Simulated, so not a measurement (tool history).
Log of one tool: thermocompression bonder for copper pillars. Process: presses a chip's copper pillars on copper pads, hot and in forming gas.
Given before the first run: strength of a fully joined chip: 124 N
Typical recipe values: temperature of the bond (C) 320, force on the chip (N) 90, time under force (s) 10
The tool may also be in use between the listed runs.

run,day,temperature of the bond (C),force on the chip (N),time under force (s),force that shears a chip off (N)
1,0,320,90,10,84
2,0.346,299,90,10,68.2
3,0.712,299,90,10,68
4,1.133,320,90,10,83.5
5,1.517,320,90,10,84.2
6,1.85,320,82,10,78.2
7,2.367,320,120,10,99.3
8,2.633,320,90,10,84
9,3.225,320,90,10,83.6
10,3.554,320,90,10,83.6
# day 3.671: force cell calibrated
11,4.212,320,90,10,82.7
12,4.496,320,90,10,83.2
13,4.804,294,90,10,63.1
14,5.283,297,79,20,72.2
15,5.608,350,123,20,118.2
16,5.992,310,75,20,79.7
17,6.358,297,90,6,54.3
18,6.662,297,90,6,54.5
19,7.021,297,56,6,32.6
20,7.338,320,64,6,51.9
# day 7.533: force cell calibrated, once more
21,7.921,320,100,20,103.6
22,8.429,320,100,20,102.8
23,8.942,290,90,10,61.8
24,9.325,313,71,9,62.3
25,9.783,304,90,16,82.4

Alternative continuations, all from the tool just after run 25; predict every row:
A,10.1,331,54,16,?
B,10.1,304,90,22,?
C,10.1,304,63,6,?
D,10.1,311,80,28,?
E,10.1,317,88,5,?

run,force that shears a chip off (N)
A,72.5
B,89.2
C,42.9
D,93.3
E,65.3
Stripped of hidden state, with their random variation kept, the same runs would have yielded:
run,force that shears a chip off (N)
A,76.1
B,93.4
C,45.3
D,97.4
E,68.7

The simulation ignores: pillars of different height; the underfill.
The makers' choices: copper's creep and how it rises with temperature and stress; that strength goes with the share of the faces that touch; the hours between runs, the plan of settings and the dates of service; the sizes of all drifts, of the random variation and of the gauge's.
